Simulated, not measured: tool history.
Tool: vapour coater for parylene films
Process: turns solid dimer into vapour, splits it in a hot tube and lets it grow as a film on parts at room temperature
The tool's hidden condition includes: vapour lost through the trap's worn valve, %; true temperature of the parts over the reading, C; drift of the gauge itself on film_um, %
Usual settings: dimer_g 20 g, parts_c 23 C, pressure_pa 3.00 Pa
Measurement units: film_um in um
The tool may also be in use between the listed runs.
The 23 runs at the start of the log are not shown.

run   hour  dimer_g  parts_c  pressure_pa  hours of work since the trap's valve was overhauled  hours of work since the table's thermometer was calibrated  film_um
 24  452.0       35       22         6.13                                                  313                                                          28     5.45
     468.7  -- trap's valve overhauled
 25  478.4       20       22        11.38                                                    5                                                          39     3.03
     487.3  -- table's thermometer calibrated, once more
 26  498.0       30       23        10.27                                                   14                                                           5     4.45
 27  521.9       24       20         3.00                                                   25                                                          17     4.72
 28  536.6       24       20         2.58                                                   32                                                          24     4.78
 29  558.6       35       19         3.45                                                   43                                                          35     6.90
 30  571.3       19       25         2.96                                                   49                                                          41     3.34
 31  585.0       19       25         2.96                                                   56                                                          47     3.28
 32  606.1        9       16         5.50                                                   66                                                          58     1.74
 33  617.7        9       16         5.50                                                   72                                                          63     1.70
 34  644.7       20       23         6.99                                                   85                                                          76     3.15
 35  670.3       20       23         6.99                                                   97                                                          89     3.18
 36  683.4       25       23         8.18                                                  104                                                          95     3.90
 37  707.6       25       24         3.45                                                  115                                                         107     4.28
 38  735.9       23       24         6.84                                                  129                                                         121     3.52
 39  749.0       19       30         8.70                                                  135                                                         127     2.48
 40  776.9       27       16         5.42                                                  149                                                         140     5.10
 41  793.2       27       16         5.42                                                  157                                                         148     5.07
 42  809.0       35       24         5.42                                                  165                                                         156     5.55
 43  829.4       20       18         3.00                                                  174                                                         166     3.92
 44  852.9       20       18         3.00                                                  186                                                         177     3.89
 45  869.5       20       18        10.18                                                  194                                                         185     3.23
 46  881.8       22       28         3.06                                                  200                                                         191     3.47

What if the next run were any one of these 4? Each begins from the tool's condition after run 46:
  A  907.0       20       23         5.11                                                  212                                                         203        ?
  B  907.0       19       26         6.71                                                  212                                                         203        ?
  C  907.0       25       23         3.00                                                  212                                                         203        ?
  D  907.0       35       26         7.04                                                  212                                                         203        ?

run  film_um
  A     3.24
  B     2.76
  C     4.41
  D     5.08
What these runs would have given with no unlogged condition in the tool:
run  film_um
  A     3.42
  B     2.92
  C     4.66
  D     5.35
